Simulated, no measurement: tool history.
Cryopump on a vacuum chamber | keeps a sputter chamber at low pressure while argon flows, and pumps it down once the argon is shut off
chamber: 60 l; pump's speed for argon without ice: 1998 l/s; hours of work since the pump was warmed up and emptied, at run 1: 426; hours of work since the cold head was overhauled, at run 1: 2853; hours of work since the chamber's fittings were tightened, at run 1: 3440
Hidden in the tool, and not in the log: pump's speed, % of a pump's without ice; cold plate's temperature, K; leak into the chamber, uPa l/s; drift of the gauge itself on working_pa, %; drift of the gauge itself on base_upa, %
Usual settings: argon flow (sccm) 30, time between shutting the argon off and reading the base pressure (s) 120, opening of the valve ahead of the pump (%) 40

run	hour	argon flow (sccm)	time between shutting the argon off and reading the base pressure (s)	opening of the valve ahead of the pump (%)	hours of work since the pump was warmed up and emptied	hours of work since the cold head was overhauled	hours of work since the chamber's fittings were tightened	pressure while argon flows (Pa)	pressure after the wait (uPa)
1	0	30	120	40	426	2853	3440	0.0683	1.47
2	55.7	20	120	40	470	2896	3483	0.0455	1.47
3	130.9	20	120	40	528	2954	3541	0.0454	1.49
4	191.6	30	120	21	575	3001	3588	0.1284	1.54
5	259.4	30	120	21	627	3054	3641	0.1277	1.59
6	299.6	15	120	21	659	3085	3672	0.0646	1.59
7	351.4	15	120	21	699	3125	3712	0.0633	1.65
8	397.9	30	120	37	735	3161	3748	0.0769	1.64
9	444.2	30	144	40	771	3197	3784	0.0716	1.57
10	512.4	30	120	40	824	3250	3837	0.0729	1.72
# hour 565.6: leaking fittings of the chamber tightened, without venting
11	582.7	30	120	40	877	3303	13	0.0727	0.63
12	623.6	30	120	40	908	3335	45	0.073	0.66
13	666.3	27	120	40	942	3368	78	0.067	0.68
14	737.3	27	120	40	997	3423	133	0.0673	0.64
15	800.2	27	120	40	1045	3472	182	0.0678	0.72
16	867.7	30	120	18	1098	3524	234	0.155	0.75
17	929.5	30	120	18	1146	3572	282	0.1548	0.77
# hour 991: pump warmed up, emptied and cooled again
18	1027.5	29	120	18	28	3644	354	0.1377	0.67
19	1076.7	43	208	31	66	3682	392	0.1209	0.53
20	1122.4	30	198	43	102	3718	428	0.0615	0.53
21	1166	18	120	38	136	3751	462	0.0421	0.7
22	1253.3	18	120	38	203	3819	529	0.0419	0.73
23	1328.9	25	21	40	262	3878	588	0.0565	2.71
24	1373.6	41	21	40	297	3912	623	0.0913	2.69
25	1451.4	41	21	40	357	3973	683	0.0924	2.72
26	1526.9	41	21	40	416	4031	742	0.0925	2.7
27	1592.2	33	52	26	466	4082	792	0.1131	1.36
28	1660.5	59	103	40	519	4135	845	0.1355	0.91
29	1710	20	120	29	558	4173	884	0.0626	0.85
30	1779.4	20	120	29	611	4227	937	0.0628	0.85
31	1831.8	26	46	40	652	4268	978	0.0618	1.55
32	1888.6	26	38	34	696	4312	1022	0.0713	1.77
33	1926.7	26	38	34	726	4341	1052	0.0719	1.77
34	1991.5	25	124	40	776	4392	1102	0.06	0.9
35	2046.6	37	120	35	819	4434	1145	0.1001	0.98

3 ways to go on from here, each from the tool as it stands after run 35. What would each give?
A	2135.6	30	25	46	888	4503	1214	?	?
B	2135.6	21	38	22	888	4503	1214	?	?
C	2135.6	37	120	31	888	4503	1214	?	?

run	pressure while argon flows (Pa)	pressure after the wait (uPa)
A	0.0656	2.51
B	0.0872	1.89
C	0.1124	0.97
Without the tool's hidden state the same runs would have given:
run	pressure while argon flows (Pa)	pressure after the wait (uPa)
A	0.0557	2.09
B	0.0803	1.46
C	0.1002	0.55
